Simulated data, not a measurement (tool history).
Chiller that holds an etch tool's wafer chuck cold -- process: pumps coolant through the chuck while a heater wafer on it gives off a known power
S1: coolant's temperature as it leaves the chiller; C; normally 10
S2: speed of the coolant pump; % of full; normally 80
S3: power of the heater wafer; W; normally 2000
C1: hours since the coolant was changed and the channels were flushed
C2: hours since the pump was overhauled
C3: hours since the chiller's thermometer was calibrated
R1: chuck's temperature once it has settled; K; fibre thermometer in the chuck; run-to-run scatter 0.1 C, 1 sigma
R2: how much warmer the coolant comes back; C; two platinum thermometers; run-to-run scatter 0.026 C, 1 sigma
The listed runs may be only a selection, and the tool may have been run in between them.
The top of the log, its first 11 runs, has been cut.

run,hour,S1,S2,S3,C1,C2,C3,R1,R2
12,514.4,10,89,2000,3569,2677,1592,305.25,4.11
13,546.7,15,80,2000,3602,2709,1625,311.85,4.63
14,602.6,15,80,2000,3658,2765,1681,312.05,4.64
15,636.4,15,80,2000,3692,2799,1714,311.95,4.68
16,676.8,15,80,1438,3732,2839,1755,305.25,3.41
17,719,10,80,1152,3774,2882,1797,296.65,2.77
18,761.4,10,80,1152,3817,2924,1839,296.85,2.78
19,820.7,11,84,2000,3876,2983,1899,307.15,4.44
20,853.1,11,84,2000,3908,3016,1931,307.25,4.47
21,888.3,11,84,2000,3943,3051,1966,307.15,4.47
22,934.1,10,92,2000,3989,3097,2012,305.15,4.06
23,973.3,11,80,1085,4028,3136,2051,297.15,2.66
24,1015.2,10,78,1503,4070,3178,2093,301.15,3.71
25,1047.9,10,78,1503,4103,3211,2126,301.15,3.75
26,1110.3,8,68,1716,4165,3273,2188,303.55,4.84
27,1176.9,8,68,1716,4232,3340,2255,303.65,4.92

What does the tool deliver on the next run?
28,1221.1,20,80,2128,4276,3384,2299,?,?

R1: 318.55 K
R2: 5.05 C
Minus the tool's unlogged condition, the same run would have read R1 318.55 K, R2 4.76 C.
